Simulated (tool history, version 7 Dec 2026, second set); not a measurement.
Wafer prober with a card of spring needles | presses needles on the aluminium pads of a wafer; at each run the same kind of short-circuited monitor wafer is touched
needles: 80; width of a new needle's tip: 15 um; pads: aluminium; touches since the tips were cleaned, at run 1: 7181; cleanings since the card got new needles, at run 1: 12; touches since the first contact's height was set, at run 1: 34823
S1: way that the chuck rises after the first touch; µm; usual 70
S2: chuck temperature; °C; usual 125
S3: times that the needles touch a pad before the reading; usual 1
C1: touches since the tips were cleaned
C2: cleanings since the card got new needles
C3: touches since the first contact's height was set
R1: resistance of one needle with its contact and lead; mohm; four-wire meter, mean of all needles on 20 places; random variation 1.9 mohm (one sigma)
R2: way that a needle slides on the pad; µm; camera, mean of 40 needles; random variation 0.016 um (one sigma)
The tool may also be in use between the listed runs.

| run | hour | S1 | S2 | S3 | C1 | C2 | C3 | R1 | R2 |
|---|---|---|---|---|---|---|---|---|---|
| 1 | 0 | 70 | 125 | 1 | 7181 | 12 | 34823 | 207 | 11.16 |
|  | 2.4 | tips cleaned on abrasive film |
| 2 | 13.4 | 70 | 39 | 1 | 6875 | 13 | 43103 | 187 | 11.18 |
|  | 16.8 | tips cleaned on abrasive film |
| 3 | 28.2 | 70 | 39 | 1 | 7059 | 14 | 52214 | 188 | 11.16 |
|  | 30.8 | tips cleaned on abrasive film |
| 4 | 42.3 | 70 | 39 | 1 | 7136 | 15 | 60915 | 189 | 11.19 |
|  | 45.2 | tips cleaned on abrasive film |
| 5 | 56.2 | 70 | 89 | 1 | 6837 | 16 | 69526 | 200 | 11.19 |
|  | 59.7 | tips cleaned on abrasive film |
| 6 | 65.9 | 70 | 89 | 1 | 3862 | 17 | 75484 | 198 | 11.19 |
|  | 73.8 | tips cleaned on abrasive film |
| 7 | 73.8 | 70 | 89 | 1 | 0 | 18 | 80324 | 197 | 11.2 |
| 8 | 82.6 | 70 | 125 | 2 | 5470 | 18 | 85794 | 204 | 11.17 |
|  | 87.8 | tips cleaned on abrasive film |
|  | 88.1 | height of the first contact set anew |
| 9 | 98.4 | 70 | 125 | 1 | 6373 | 19 | 6373 | 207 | 11.17 |
|  | 102.8 | tips cleaned on abrasive film |
| 10 | 110.9 | 70 | 125 | 1 | 5037 | 20 | 14115 | 208 | 11.2 |
|  | 117 | tips cleaned on abrasive film |
| 11 | 118.8 | 70 | 125 | 1 | 1135 | 21 | 18935 | 204 | 11.18 |
| 12 | 126.3 | 70 | 125 | 1 | 5828 | 21 | 23628 | 207 | 11.21 |
|  | 130.8 | tips cleaned on abrasive film |
| 13 | 139.1 | 70 | 125 | 1 | 5142 | 22 | 31499 | 202 | 11.2 |
|  | 145.2 | tips cleaned on abrasive film |
| 14 | 154.2 | 70 | 125 | 1 | 5585 | 23 | 40827 | 205 | 11.17 |
|  | 159.9 | tips cleaned on abrasive film |
| 15 | 166.3 | 70 | 125 | 1 | 3985 | 24 | 48282 | 211 | 11.19 |
| 16 | 173.3 | 70 | 125 | 1 | 8325 | 24 | 52622 | 205 | 11.2 |
|  | 174.2 | tips cleaned on abrasive film |
|  | 188.4 | tips cleaned on abrasive film |
| 17 | 188.9 | 70 | 114 | 2 | 343 | 26 | 62204 | 207 | 11.19 |
| 18 | 199.7 | 70 | 114 | 2 | 7035 | 26 | 68896 | 205 | 11.17 |

Forecast run 19:
|  | 203.3 | tips cleaned on abrasive film |
| 19 | 207.4 | 70 | 114 | 2 | 2526 | 27 | 73621 | ? | ? |

R1: 206 mohm
R2: 11.2 µm
Without the tool's hidden state the same run would have given R1 206 mohm, R2 11.2 µm.

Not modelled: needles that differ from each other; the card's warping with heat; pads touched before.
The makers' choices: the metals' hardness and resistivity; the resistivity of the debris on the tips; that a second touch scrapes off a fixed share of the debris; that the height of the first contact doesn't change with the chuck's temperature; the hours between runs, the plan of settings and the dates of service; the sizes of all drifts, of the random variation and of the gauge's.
